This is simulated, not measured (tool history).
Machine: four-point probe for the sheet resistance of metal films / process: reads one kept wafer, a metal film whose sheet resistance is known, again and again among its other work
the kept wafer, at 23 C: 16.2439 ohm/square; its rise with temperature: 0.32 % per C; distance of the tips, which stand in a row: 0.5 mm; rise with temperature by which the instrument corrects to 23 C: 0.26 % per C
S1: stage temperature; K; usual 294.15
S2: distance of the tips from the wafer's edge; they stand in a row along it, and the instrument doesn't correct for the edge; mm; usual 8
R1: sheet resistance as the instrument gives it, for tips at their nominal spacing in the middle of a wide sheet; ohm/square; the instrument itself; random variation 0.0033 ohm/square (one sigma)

run,hour,S1,S2,R1
1,0,294.15,8,16.350327
2,25.1,294.15,8,16.34721
3,56.3,294.15,8,16.347899
4,82.3,297.15,8,16.381842
5,121.7,291.15,8,16.316419
6,154.4,291.15,8,16.318258
7,193.9,291.15,8,16.321183
8,221.3,294.15,8,16.357096
9,254.7,294.15,8,16.361123
10,284.7,294.15,4,16.460843
11,316,294.15,4,16.460326
12,346.9,294.15,18,16.337731
13,372.5,307.15,4,16.600203
14,407.4,300.15,36,16.400104
15,439.1,300.15,36,16.395339
16,459.8,299.15,73,16.380054
17,484.1,294.15,20,16.338346
18,502.2,291.15,6,16.358493
19,518.4,306.15,8,16.48911
20,558.7,307.15,5,16.56081
21,584.2,305.15,16,16.458767
22,616,305.15,16,16.460833

Predict each of these 3 candidate next runs independently; none follows another, all start after run 22:
A,651,301.15,51,?
B,651,307.15,8,?
C,651,292.15,28,?

run,R1
A,16.411725
B,16.515125
C,16.320574
With no hidden state in the tool, these same runs would have given:
run,R1
A,16.294466
B,16.397378
C,16.203602
